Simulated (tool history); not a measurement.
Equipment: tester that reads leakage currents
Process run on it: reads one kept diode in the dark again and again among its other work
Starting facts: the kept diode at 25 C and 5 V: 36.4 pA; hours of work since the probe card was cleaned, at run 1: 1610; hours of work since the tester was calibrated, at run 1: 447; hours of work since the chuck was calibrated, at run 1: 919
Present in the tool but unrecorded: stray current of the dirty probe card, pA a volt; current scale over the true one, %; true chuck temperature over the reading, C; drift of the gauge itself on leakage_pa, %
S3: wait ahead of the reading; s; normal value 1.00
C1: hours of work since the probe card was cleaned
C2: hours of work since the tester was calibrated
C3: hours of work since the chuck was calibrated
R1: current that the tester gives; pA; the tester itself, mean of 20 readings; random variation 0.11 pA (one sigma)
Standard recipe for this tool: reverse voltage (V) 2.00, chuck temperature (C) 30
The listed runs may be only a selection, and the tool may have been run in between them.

Run 1, hour 0.0: usual settings; C1 1610; C2 447; C3 919. Result: R1 33.83 pA.
At hour 25.8: chuck's temperature calibrated.
At hour 204.2: probe card cleaned and baked.
Run 2, hour 212.2: usual settings; C1 5; C2 573; C3 111. Result: R1 35.58 pA.
Run 3, hour 383.1: usual settings; C1 109; C2 677; C3 215. Result: R1 35.43 pA.
Run 4, hour 501.5: usual settings; C1 181; C2 749; C3 287. Result: R1 35.51 pA.
Run 5, hour 755.9: usual settings but chuck temperature (C) 25; C1 335; C2 904; C3 442. Result: R1 25.00 pA.
Run 6, hour 943.3: usual settings but chuck temperature (C) 25; C1 449; C2 1018; C3 556. Result: R1 25.11 pA.
Run 7, hour 1067.1: usual settings but chuck temperature (C) 25; C1 525; C2 1093; C3 631. Result: R1 25.05 pA.
Run 8, hour 1235.6: usual settings but chuck temperature (C) 25; C1 627; C2 1195; C3 734. Result: R1 25.00 pA.
Run 9, hour 1488.3: usual settings but chuck temperature (C) 25; C1 781; C2 1349; C3 887. Result: R1 24.93 pA.
At hour 1578.9: chuck's temperature calibrated.
At hour 1683.6: probe card cleaned and baked, once more.
Run 10, hour 1683.6: usual settings but chuck temperature (C) 25; C1 0; C2 1465; C3 62. Result: R1 23.85 pA.
Run 11, hour 1872.6: usual settings but chuck temperature (C) 59; C1 115; C2 1580; C3 177. Result: R1 236.68 pA.
Run 12, hour 2070.3: usual settings; C1 235; C2 1700; C3 297. Result: R1 34.18 pA.
Run 13, hour 2185.6: usual settings; C1 305; C2 1770; C3 367. Result: R1 34.18 pA.
Run 14, hour 2397.1: usual settings but reverse voltage (V) 5.45, chuck temperature (C) 27, S3 0.65 s; C1 434; C2 1898; C3 496. Result: R1 47.35 pA.
Run 15, hour 2609.2: usual settings but reverse voltage (V) 2.06, chuck temperature (C) 38, S3 0.65 s; C1 563; C2 2027; C3 624. Result: R1 60.05 pA.
Run 16, hour 2782.2: usual settings but reverse voltage (V) 2.06, chuck temperature (C) 38, S3 0.65 s; C1 668; C2 2132; C3 730. Result: R1 60.30 pA.
Run 17, hour 2940.8: usual settings but reverse voltage (V) 2.63, S3 2.60 s; C1 764; C2 2229; C3 826. Result: R1 38.32 pA.
At hour 3118.6: chuck's temperature calibrated.
Run 18, hour 3178.2: usual settings but reverse voltage (V) 2.63, S3 2.60 s; C1 907; C2 2372; C3 36. Result: R1 40.20 pA.
Run 19, hour 3300.6: usual settings but reverse voltage (V) 10.05, chuck temperature (C) 52, S3 0.76 s; C1 982; C2 2446; C3 111. Result: R1 351.82 pA.
Run 20, hour 3468.2: usual settings but reverse voltage (V) 1.76, S3 0.65 s; C1 1084; C2 2548; C3 212. Result: R1 33.10 pA.
Run 21, hour 3627.0: usual settings but S3 0.99 s; C1 1180; C2 2645; C3 309. Result: R1 34.85 pA.
Run 22, hour 3851.6: usual settings but reverse voltage (V) 4.83, S3 0.36 s; C1 1317; C2 2781; C3 446. Result: R1 58.91 pA.
Run 23, hour 4103.2: usual settings but chuck temperature (C) 32; C1 1470; C2 2934; C3 598. Result: R1 39.85 pA.
Run 24, hour 4217.5: usual settings but chuck temperature (C) 32; C1 1539; C2 3004; C3 668. Result: R1 39.85 pA.
Run 25, hour 4474.0: usual settings but chuck temperature (C) 45, S3 0.68 s; C1 1695; C2 3160; C3 824. Result: R1 95.44 pA.

Subtracting, for every run, the result it would have given without the tool's unlogged condition from the measured result gives the following. The same run-to-run variation enters both numbers; the gauge's scatter may not:
run     R1
  1  -0.10
  2  +1.59
  3  +1.47
  4  +1.41
  5  +1.51
  6  +1.48
  7  +1.45
  8  +1.42
  9  +1.36
 10  +0.27
 11  +1.33
 12  +0.14
 13  +0.07
 14  +0.48
 15  -0.63
 16  -0.84
 17  -0.31
 18  +1.67
 19  +8.22
 20  +1.04
 21  +1.06
 22  +2.58
 23  +0.73
 24  +0.66
 25  -0.76

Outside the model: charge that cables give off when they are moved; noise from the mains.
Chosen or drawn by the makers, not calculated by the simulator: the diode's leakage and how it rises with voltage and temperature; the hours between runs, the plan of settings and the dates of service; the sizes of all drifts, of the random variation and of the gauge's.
